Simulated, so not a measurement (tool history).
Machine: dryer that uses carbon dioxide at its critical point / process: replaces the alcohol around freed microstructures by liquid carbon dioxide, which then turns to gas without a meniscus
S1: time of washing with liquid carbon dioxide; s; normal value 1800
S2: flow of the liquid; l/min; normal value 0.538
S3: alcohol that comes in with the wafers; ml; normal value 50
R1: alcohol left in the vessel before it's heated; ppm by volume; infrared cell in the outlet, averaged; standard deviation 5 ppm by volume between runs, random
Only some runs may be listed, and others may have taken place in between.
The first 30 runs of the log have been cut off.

Run 31, hour 233.9: usual settings but S1 1620 s, S2 0.441 l/min, S3 20 ml. Result: R1 86 ppm by volume.
Run 32, hour 242.8: usual settings but S1 1620 s, S2 0.441 l/min, S3 20 ml. Result: R1 79 ppm by volume.
Run 33, hour 250.1: usual settings but S1 1620 s, S2 0.441 l/min, S3 20 ml. Result: R1 75 ppm by volume.
Run 34, hour 261.5: usual settings but S1 1380 s, S2 0.789 l/min. Result: R1 30 ppm by volume.
Run 35, hour 266.3: usual settings but S2 0.717 l/min, S3 109 ml. Result: R1 31 ppm by volume.
Run 36, hour 277.3: usual settings but S2 0.717 l/min, S3 109 ml. Result: R1 28 ppm by volume.
Run 37, hour 283.3: usual settings but S1 2160 s, S2 0.537 l/min, S3 53 ml. Result: R1 32 ppm by volume.
Run 38, hour 288.8: usual settings but S1 2160 s, S2 0.537 l/min, S3 53 ml. Result: R1 32 ppm by volume.
Run 39, hour 298.4: usual settings but S1 1140 s, S2 0.810 l/min, S3 47 ml. Result: R1 61 ppm by volume.
Run 40, hour 309.6: usual settings but S1 1140 s, S2 0.810 l/min, S3 47 ml. Result: R1 53 ppm by volume.
Run 41, hour 320.7: usual settings but S1 1140 s, S2 0.810 l/min, S3 47 ml. Result: R1 46 ppm by volume.
Run 42, hour 329.4: usual settings but S1 1980 s, S2 0.690 l/min, S3 35 ml. Result: R1 27 ppm by volume.
Run 43, hour 338.5: usual settings but S1 1200 s, S2 0.703 l/min, S3 108 ml. Result: R1 154 ppm by volume.
Run 44, hour 348.4: usual settings but S1 1740 s, S2 0.703 l/min, S3 58 ml. Result: R1 31 ppm by volume.
Run 45, hour 353.7: usual settings but S1 1140 s, S2 0.829 l/min, S3 30 ml. Result: R1 43 ppm by volume.
Run 46, hour 360.5: usual settings but S1 1140 s, S2 0.829 l/min, S3 30 ml. Result: R1 44 ppm by volume.

Consider 5 possible next runs. They are alternatives, not a sequence: every one starts from the tool as it was left by run 46. What does each give?
Run A, hour 367.4: usual settings but S1 2460 s, S3 26 ml. Result: R1 ?.
Run B, hour 367.4: usual settings but S1 1620 s, S2 0.895 l/min, S3 28 ml. Result: R1 ?.
Run C, hour 367.4: usual settings but S1 1440 s, S2 0.530 l/min, S3 115 ml. Result: R1 ?.
Run D, hour 367.4: usual settings but S1 2460 s, S2 0.829 l/min, S3 30 ml. Result: R1 ?.
Run E, hour 367.4: usual settings but S1 1140 s, S2 0.672 l/min, S3 30 ml. Result: R1 ?.

run   R1
  A   17
  B   29
  C  286
  D   31
  E   92
With no hidden state in the tool, these same runs would have given:
run   R1
  A    0
  B    8
  C  182
  D   10
  E   50
